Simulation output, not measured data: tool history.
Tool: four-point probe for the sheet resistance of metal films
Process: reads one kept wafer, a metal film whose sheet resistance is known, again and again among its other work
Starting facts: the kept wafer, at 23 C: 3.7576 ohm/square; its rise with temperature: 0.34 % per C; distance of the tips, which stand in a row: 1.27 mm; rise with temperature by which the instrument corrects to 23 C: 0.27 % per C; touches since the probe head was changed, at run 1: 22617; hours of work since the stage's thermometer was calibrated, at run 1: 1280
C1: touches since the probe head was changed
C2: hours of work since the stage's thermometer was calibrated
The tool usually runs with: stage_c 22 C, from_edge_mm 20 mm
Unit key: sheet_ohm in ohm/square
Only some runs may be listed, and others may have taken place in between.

Run 1, hour 0: usual settings; C1 22617; C2 1280. Result: sheet_ohm 3.761878 ohm/square.
Run 2, hour 20.6: usual settings; C1 23182; C2 1296. Result: sheet_ohm 3.76202 ohm/square.
Run 3, hour 35.3: usual settings; C1 23583; C2 1308. Result: sheet_ohm 3.761697 ohm/square.
Run 4, hour 52: usual settings but from_edge_mm 30 mm; C1 24040; C2 1320. Result: sheet_ohm 3.757177 ohm/square.
Run 5, hour 66.7: usual settings but stage_c 34 C; C1 24443; C2 1332. Result: sheet_ohm 3.79173 ohm/square.
Run 6, hour 76: usual settings but stage_c 34 C; C1 24697; C2 1339. Result: sheet_ohm 3.790843 ohm/square.
Run 7, hour 93.1: usual settings but stage_c 34 C; C1 25165; C2 1352. Result: sheet_ohm 3.793017 ohm/square.
Run 8, hour 111: usual settings but stage_c 34 C; C1 25655; C2 1366. Result: sheet_ohm 3.791783 ohm/square.
Run 9, hour 131.7: usual settings but stage_c 34 C; C1 26221; C2 1382. Result: sheet_ohm 3.793714 ohm/square.
Run 10, hour 142.1: usual settings but stage_c 34 C; C1 26504; C2 1390. Result: sheet_ohm 3.792518 ohm/square.
Run 11, hour 159.2: usual settings but stage_c 34 C; C1 26973; C2 1403. Result: sheet_ohm 3.792058 ohm/square.
Run 12, hour 170.3: usual settings; C1 27276; C2 1412. Result: sheet_ohm 3.761434 ohm/square.
Run 13, hour 187: usual settings; C1 27733; C2 1425. Result: sheet_ohm 3.762961 ohm/square.
Run 14, hour 200: usual settings; C1 28088; C2 1435. Result: sheet_ohm 3.762325 ohm/square.
Run 15, hour 211.1: usual settings; C1 28393; C2 1443. Result: sheet_ohm 3.763043 ohm/square.
Run 16, hour 224.7: usual settings but from_edge_mm 8 mm; C1 28766; C2 1454. Result: sheet_ohm 3.804151 ohm/square.
Run 17, hour 233.8: usual settings but from_edge_mm 8 mm; C1 29014; C2 1461. Result: sheet_ohm 3.804234 ohm/square.
Run 18, hour 245.8: usual settings but from_edge_mm 8 mm; C1 29342; C2 1470. Result: sheet_ohm 3.805971 ohm/square.
Run 19, hour 266.6: usual settings but from_edge_mm 8 mm; C1 29911; C2 1486. Result: sheet_ohm 3.805051 ohm/square.
Run 20, hour 275.6: usual settings; C1 30158; C2 1493. Result: sheet_ohm 3.762002 ohm/square.
Run 21, hour 284.1: usual settings; C1 30389; C2 1499. Result: sheet_ohm 3.763165 ohm/square.
Run 22, hour 295: usual settings; C1 30689; C2 1508. Result: sheet_ohm 3.761735 ohm/square.
Run 23, hour 310.8: usual settings; C1 31122; C2 1520. Result: sheet_ohm 3.76317 ohm/square.
Run 24, hour 323.8: usual settings but stage_c 27 C, from_edge_mm 9 mm; C1 31477; C2 1530. Result: sheet_ohm 3.806878 ohm/square.
Run 25, hour 340.4: usual settings but stage_c 23 C, from_edge_mm 8 mm; C1 31932; C2 1543. Result: sheet_ohm 3.807937 ohm/square.
Run 26, hour 360.8: usual settings but stage_c 27 C, from_edge_mm 44 mm; C1 32488; C2 1559. Result: sheet_ohm 3.769251 ohm/square.
Run 27, hour 376.7: usual settings but stage_c 19 C, from_edge_mm 6 mm; C1 32923; C2 1571. Result: sheet_ohm 3.835716 ohm/square.
At hour 378.9: stage's thermometer calibrated.
Run 28, hour 389.6: usual settings but stage_c 23 C, from_edge_mm 10 mm; C1 33263; C2 8. Result: sheet_ohm 3.790906 ohm/square.
Run 29, hour 410.3: usual settings but stage_c 29 C, from_edge_mm 7 mm; C1 33829; C2 24. Result: sheet_ohm 3.838838 ohm/square.
Run 30, hour 430.7: usual settings but stage_c 30 C, from_edge_mm 7 mm; C1 34387; C2 40. Result: sheet_ohm 3.841766 ohm/square.
At hour 447.8: stage's thermometer calibrated, once more.
Run 31, hour 449.4: usual settings but stage_c 30 C, from_edge_mm 7 mm; C1 34885; C2 1. Result: sheet_ohm 3.837404 ohm/square.
Run 32, hour 465.4: usual settings but stage_c 30 C, from_edge_mm 7 mm; C1 35323; C2 14. Result: sheet_ohm 3.838332 ohm/square.
Run 33, hour 476.3: usual settings but stage_c 24 C, from_edge_mm 11 mm; C1 35621; C2 22. Result: sheet_ohm 3.78327 ohm/square.
Run 34, hour 489.7: usual settings but stage_c 21 C, from_edge_mm 6 mm; C1 35988; C2 32. Result: sheet_ohm 3.839007 ohm/square.
Run 35, hour 500.8: usual settings but stage_c 30 C, from_edge_mm 6 mm; C1 36292; C2 41. Result: sheet_ohm 3.860573 ohm/square.
Run 36, hour 515.6: usual settings but stage_c 30 C, from_edge_mm 6 mm; C1 36696; C2 52. Result: sheet_ohm 3.863141 ohm/square.
Run 37, hour 527.3: usual settings but stage_c 26 C, from_edge_mm 6 mm; C1 37016; C2 61. Result: sheet_ohm 3.850911 ohm/square.
Run 38, hour 539.8: usual settings but stage_c 26 C, from_edge_mm 6 mm; C1 37359; C2 71. Result: sheet_ohm 3.850708 ohm/square.
Run 39, hour 548.3: usual settings but stage_c 26 C, from_edge_mm 12 mm; C1 37591; C2 77. Result: sheet_ohm 3.785635 ohm/square.
Run 40, hour 568.6: usual settings but stage_c 26 C, from_edge_mm 12 mm; C1 38146; C2 93. Result: sheet_ohm 3.78528 ohm/square.
Run 41, hour 588.4: usual settings but stage_c 26 C, from_edge_mm 12 mm; C1 38688; C2 108. Result: sheet_ohm 3.78503 ohm/square.
Run 42, hour 598.6: usual settings but stage_c 29 C, from_edge_mm 55 mm; C1 38967; C2 116. Result: sheet_ohm 3.772257 ohm/square.
Run 43, hour 614.3: usual settings but stage_c 29 C, from_edge_mm 55 mm; C1 39398; C2 128. Result: sheet_ohm 3.771854 ohm/square.
Run 44, hour 624.1: usual settings but stage_c 24 C; C1 39665; C2 136. Result: sheet_ohm 3.766472 ohm/square.
Run 45, hour 638.2: usual settings but stage_c 32 C, from_edge_mm 34 mm; C1 40052; C2 147. Result: sheet_ohm 3.778762 ohm/square.
Run 46, hour 649.8: usual settings but stage_c 32 C, from_edge_mm 34 mm; C1 40368; C2 156. Result: sheet_ohm 3.780692 ohm/square.

Branching from run 46: 3 alternative next runs. What would each branch give?
Run A, hour 664.9: usual settings but stage_c 33 C, from_edge_mm 3 mm; C1 40783; C2 167. Result: sheet_ohm ?.
Run B, hour 664.9: usual settings but stage_c 23 C, from_edge_mm 14 mm; C1 40783; C2 167. Result: sheet_ohm ?.
Run C, hour 664.9: usual settings but from_edge_mm 41 mm; C1 40783; C2 167. Result: sheet_ohm ?.

run  sheet_ohm
  A   4.111095
  B   3.771425
  C   3.756171
Without the tool's unlogged condition, the same runs would have read:
run  sheet_ohm
  A   4.113436
  B   3.773598
  C   3.758337

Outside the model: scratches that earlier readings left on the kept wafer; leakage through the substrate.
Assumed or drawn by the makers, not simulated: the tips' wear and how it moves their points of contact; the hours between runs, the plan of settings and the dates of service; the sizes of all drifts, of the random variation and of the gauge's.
